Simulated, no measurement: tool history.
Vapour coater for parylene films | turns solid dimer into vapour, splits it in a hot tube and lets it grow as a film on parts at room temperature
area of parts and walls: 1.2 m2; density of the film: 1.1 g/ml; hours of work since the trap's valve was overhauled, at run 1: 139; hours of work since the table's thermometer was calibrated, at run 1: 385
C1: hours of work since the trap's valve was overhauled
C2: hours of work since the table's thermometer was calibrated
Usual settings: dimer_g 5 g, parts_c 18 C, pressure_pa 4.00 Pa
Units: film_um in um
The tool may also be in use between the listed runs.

{"run": 1, "hour": 0.0, "dimer_g": 5, "parts_c": 18, "pressure_pa": 4.0, "C1": 139, "C2": 385, "film_um": 2.76}
{"run": 2, "hour": 41.2, "dimer_g": 5, "parts_c": 24, "pressure_pa": 4.0, "C1": 156, "C2": 402, "film_um": 2.17}
{"run": 3, "hour": 83.9, "dimer_g": 5, "parts_c": 24, "pressure_pa": 4.0, "C1": 174, "C2": 421, "film_um": 2.16}
{"run": 4, "hour": 110.4, "dimer_g": 5, "parts_c": 24, "pressure_pa": 4.0, "C1": 186, "C2": 432, "film_um": 2.14}
{"run": 5, "hour": 135.4, "dimer_g": 5, "parts_c": 24, "pressure_pa": 4.0, "C1": 196, "C2": 442, "film_um": 2.07}
{"run": 6, "hour": 162.4, "dimer_g": 5, "parts_c": 24, "pressure_pa": 4.0, "C1": 208, "C2": 454, "film_um": 2.14}
{"run": 7, "hour": 189.4, "dimer_g": 3, "parts_c": 18, "pressure_pa": 4.0, "C1": 219, "C2": 465, "film_um": 1.59}
{"hour": 210.2, "done": "trap's valve overhauled"}
{"run": 8, "hour": 237.5, "dimer_g": 3, "parts_c": 18, "pressure_pa": 4.0, "C1": 12, "C2": 484, "film_um": 1.79}
{"run": 9, "hour": 265.1, "dimer_g": 3, "parts_c": 18, "pressure_pa": 4.0, "C1": 23, "C2": 496, "film_um": 1.76}
{"run": 10, "hour": 301.7, "dimer_g": 3, "parts_c": 18, "pressure_pa": 4.0, "C1": 39, "C2": 511, "film_um": 1.76}
{"run": 11, "hour": 330.7, "dimer_g": 5, "parts_c": 18, "pressure_pa": 4.0, "C1": 51, "C2": 524, "film_um": 2.87}
{"run": 12, "hour": 372.5, "dimer_g": 5, "parts_c": 18, "pressure_pa": 4.0, "C1": 69, "C2": 542, "film_um": 2.81}
{"run": 13, "hour": 395.2, "dimer_g": 5, "parts_c": 18, "pressure_pa": 4.0, "C1": 79, "C2": 551, "film_um": 2.82}
{"run": 14, "hour": 417.1, "dimer_g": 5, "parts_c": 18, "pressure_pa": 4.0, "C1": 88, "C2": 560, "film_um": 2.83}
{"run": 15, "hour": 449.4, "dimer_g": 5, "parts_c": 18, "pressure_pa": 4.0, "C1": 102, "C2": 574, "film_um": 2.75}
{"run": 16, "hour": 473.7, "dimer_g": 5, "parts_c": 18, "pressure_pa": 4.0, "C1": 112, "C2": 585, "film_um": 2.79}
{"run": 17, "hour": 496.0, "dimer_g": 5, "parts_c": 18, "pressure_pa": 4.0, "C1": 121, "C2": 594, "film_um": 2.76}
{"run": 18, "hour": 537.6, "dimer_g": 5, "parts_c": 18, "pressure_pa": 4.0, "C1": 139, "C2": 612, "film_um": 2.69}
{"run": 19, "hour": 558.0, "dimer_g": 5, "parts_c": 18, "pressure_pa": 4.0, "C1": 148, "C2": 620, "film_um": 2.67}
{"run": 20, "hour": 587.2, "dimer_g": 5, "parts_c": 18, "pressure_pa": 4.0, "C1": 160, "C2": 633, "film_um": 2.67}
{"run": 21, "hour": 608.1, "dimer_g": 5, "parts_c": 23, "pressure_pa": 4.0, "C1": 169, "C2": 642, "film_um": 2.2}
{"run": 22, "hour": 642.2, "dimer_g": 5, "parts_c": 18, "pressure_pa": 4.0, "C1": 184, "C2": 656, "film_um": 2.61}
{"run": 23, "hour": 678.5, "dimer_g": 5, "parts_c": 18, "pressure_pa": 4.0, "C1": 199, "C2": 672, "film_um": 2.56}
{"run": 24, "hour": 702.0, "dimer_g": 5, "parts_c": 17, "pressure_pa": 4.0, "C1": 209, "C2": 682, "film_um": 2.67}
{"hour": 748.5, "done": "trap's valve overhauled"}
{"run": 25, "hour": 748.5, "dimer_g": 5, "parts_c": 18, "pressure_pa": 4.0, "C1": 0, "C2": 700, "film_um": 2.96}
{"run": 26, "hour": 789.8, "dimer_g": 5, "parts_c": 10, "pressure_pa": 2.47, "C1": 18, "C2": 717, "film_um": 3.72}
{"run": 27, "hour": 831.5, "dimer_g": 5, "parts_c": 18, "pressure_pa": 2.91, "C1": 35, "C2": 735, "film_um": 2.98}
{"run": 28, "hour": 874.8, "dimer_g": 2, "parts_c": 19, "pressure_pa": 4.04, "C1": 54, "C2": 753, "film_um": 1.13}
{"run": 29, "hour": 910.3, "dimer_g": 3, "parts_c": 17, "pressure_pa": 2.0, "C1": 69, "C2": 768, "film_um": 1.94}
{"run": 30, "hour": 936.5, "dimer_g": 3, "parts_c": 17, "pressure_pa": 2.0, "C1": 80, "C2": 780, "film_um": 1.93}
{"run": 31, "hour": 963.5, "dimer_g": 3, "parts_c": 17, "pressure_pa": 2.0, "C1": 91, "C2": 791, "film_um": 1.95}
{"run": 32, "hour": 987.2, "dimer_g": 7, "parts_c": 17, "pressure_pa": 7.78, "C1": 101, "C2": 801, "film_um": 3.65}
{"run": 33, "hour": 1008.3, "dimer_g": 5, "parts_c": 18, "pressure_pa": 3.26, "C1": 110, "C2": 810, "film_um": 2.85}
{"run": 34, "hour": 1032.6, "dimer_g": 6, "parts_c": 18, "pressure_pa": 4.66, "C1": 121, "C2": 820, "film_um": 3.23}
{"run": 35, "hour": 1077.1, "dimer_g": 8, "parts_c": 12, "pressure_pa": 3.31, "C1": 140, "C2": 839, "film_um": 5.46}
{"run": 36, "hour": 1102.5, "dimer_g": 8, "parts_c": 12, "pressure_pa": 3.31, "C1": 150, "C2": 850, "film_um": 5.31}
{"run": 37, "hour": 1134.5, "dimer_g": 8, "parts_c": 12, "pressure_pa": 3.31, "C1": 164, "C2": 864, "film_um": 5.36}
{"run": 38, "hour": 1171.2, "dimer_g": 5, "parts_c": 10, "pressure_pa": 3.8, "C1": 180, "C2": 879, "film_um": 3.24}
{"run": 39, "hour": 1194.3, "dimer_g": 5, "parts_c": 10, "pressure_pa": 3.8, "C1": 189, "C2": 889, "film_um": 3.21}
{"run": 40, "hour": 1240.2, "dimer_g": 3, "parts_c": 25, "pressure_pa": 10.3, "C1": 209, "C2": 909, "film_um": 1.05}
{"run": 41, "hour": 1277.6, "dimer_g": 3, "parts_c": 25, "pressure_pa": 10.3, "C1": 225, "C2": 925, "film_um": 1.02}
{"hour": 1284.6, "done": "trap's valve overhauled"}
{"run": 42, "hour": 1309.1, "dimer_g": 3, "parts_c": 25, "pressure_pa": 10.3, "C1": 10, "C2": 936, "film_um": 1.13}
{"run": 43, "hour": 1354.0, "dimer_g": 2, "parts_c": 11, "pressure_pa": 4.0, "C1": 30, "C2": 955, "film_um": 1.44}
{"run": 44, "hour": 1376.6, "dimer_g": 3, "parts_c": 19, "pressure_pa": 4.61, "C1": 39, "C2": 965, "film_um": 1.6}
{"run": 45, "hour": 1418.1, "dimer_g": 4, "parts_c": 19, "pressure_pa": 4.0, "C1": 57, "C2": 983, "film_um": 2.17}
{"run": 46, "hour": 1449.7, "dimer_g": 4, "parts_c": 19, "pressure_pa": 4.0, "C1": 70, "C2": 996, "film_um": 2.14}
{"run": 47, "hour": 1484.2, "dimer_g": 4, "parts_c": 18, "pressure_pa": 3.11, "C1": 85, "C2": 1011, "film_um": 2.29}

Hidden state at the last listed run before each entry between runs and at the first one after, where it differs:
Between runs 7 and 8: trap's valve overhauled (hour 210.2)
  vapour lost through the trap's worn valve, %: 13.1 -> 1; true temperature of the parts over the reading, C: 0.24 -> 0.26
  measured less the result without the state, film_um: -0.25 -> -0.03 um
Between runs 24 and 25: trap's valve overhauled (hour 748.5)
  vapour lost through the trap's worn valve, %: 12.9 -> 0.3; true temperature of the parts over the reading, C: 0.42 -> 0.43
  measured less the result without the state, film_um: -0.45 -> -0.06 um
Between runs 41 and 42: trap's valve overhauled (hour 1284.6)
  vapour lost through the trap's worn valve, %: 13.5 -> 1.2; true temperature of the parts over the reading, C: 0.61 -> 0.62
  measured less the result without the state, film_um: -0.18 -> -0.04 um
